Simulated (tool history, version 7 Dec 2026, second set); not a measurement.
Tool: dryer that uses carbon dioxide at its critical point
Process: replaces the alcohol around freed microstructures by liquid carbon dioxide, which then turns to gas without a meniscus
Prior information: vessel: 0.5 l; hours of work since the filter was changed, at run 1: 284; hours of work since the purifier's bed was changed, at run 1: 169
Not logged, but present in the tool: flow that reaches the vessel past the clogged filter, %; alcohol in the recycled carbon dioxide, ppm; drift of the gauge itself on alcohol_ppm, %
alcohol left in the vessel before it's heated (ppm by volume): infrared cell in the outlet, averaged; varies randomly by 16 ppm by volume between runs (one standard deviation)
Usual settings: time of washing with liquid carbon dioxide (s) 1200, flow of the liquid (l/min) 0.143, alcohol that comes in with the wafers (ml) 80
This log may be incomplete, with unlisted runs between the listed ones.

| run | hour | time of washing with liquid carbon dioxide (s) | flow of the liquid (l/min) | alcohol that comes in with the wafers (ml) | hours of work since the filter was changed | hours of work since the purifier's bed was changed | alcohol left in the vessel before it's heated (ppm by volume) |
|---|---|---|---|---|---|---|---|
| 1 | 0.0 | 1200 | 0.143 | 80 | 284 | 169 | 1568 |
| 2 | 28.7 | 1200 | 0.143 | 80 | 302 | 186 | 1586 |
| 3 | 53.8 | 1200 | 0.143 | 105 | 317 | 201 | 2134 |
| 4 | 92.5 | 1200 | 0.143 | 42 | 341 | 225 | 909 |
| 5 | 116.7 | 1200 | 0.143 | 42 | 356 | 240 | 903 |
| 6 | 137.8 | 780 | 0.143 | 80 | 369 | 253 | 8570 |
| 7 | 173.4 | 1320 | 0.143 | 80 | 390 | 274 | 1154 |
| 8 | 201.5 | 1320 | 0.143 | 80 | 408 | 292 | 1196 |
| 9 | 219.5 | 1320 | 0.143 | 80 | 418 | 303 | 1235 |
| 10 | 252.1 | 1320 | 0.143 | 80 | 438 | 322 | 1226 |
| 11 | 284.1 | 1320 | 0.143 | 80 | 458 | 342 | 1261 |
| 12 | 314.7 | 1320 | 0.143 | 80 | 477 | 361 | 1267 |
| 13 | 356.9 | 1200 | 0.143 | 80 | 502 | 386 | 2076 |
| 14 | 377.7 | 1200 | 0.143 | 80 | 515 | 399 | 2069 |
| 15 | 397.0 | 1200 | 0.143 | 80 | 527 | 411 | 2124 |
| 16 | 421.3 | 840 | 0.177 | 80 | 542 | 426 | 3991 |
| 17 | 442.4 | 1200 | 0.143 | 68 | 555 | 439 | 1924 |
| 18 | 466.2 | 1200 | 0.143 | 68 | 569 | 453 | 1859 |
| 19 | 496.0 | 1200 | 0.143 | 68 | 587 | 471 | 1953 |

Expected results for the next run?
|  | 502.0 | inlet filter changed |
| 20 | 535.4 | 1200 | 0.100 | 68 | 20 | 495 | ? |

{"run 20": {"alcohol left in the vessel before it's heated (ppm by volume)": 3906}}
Without the tool's hidden state the same run would have given alcohol left in the vessel before it's heated (ppm by volume) 3728.

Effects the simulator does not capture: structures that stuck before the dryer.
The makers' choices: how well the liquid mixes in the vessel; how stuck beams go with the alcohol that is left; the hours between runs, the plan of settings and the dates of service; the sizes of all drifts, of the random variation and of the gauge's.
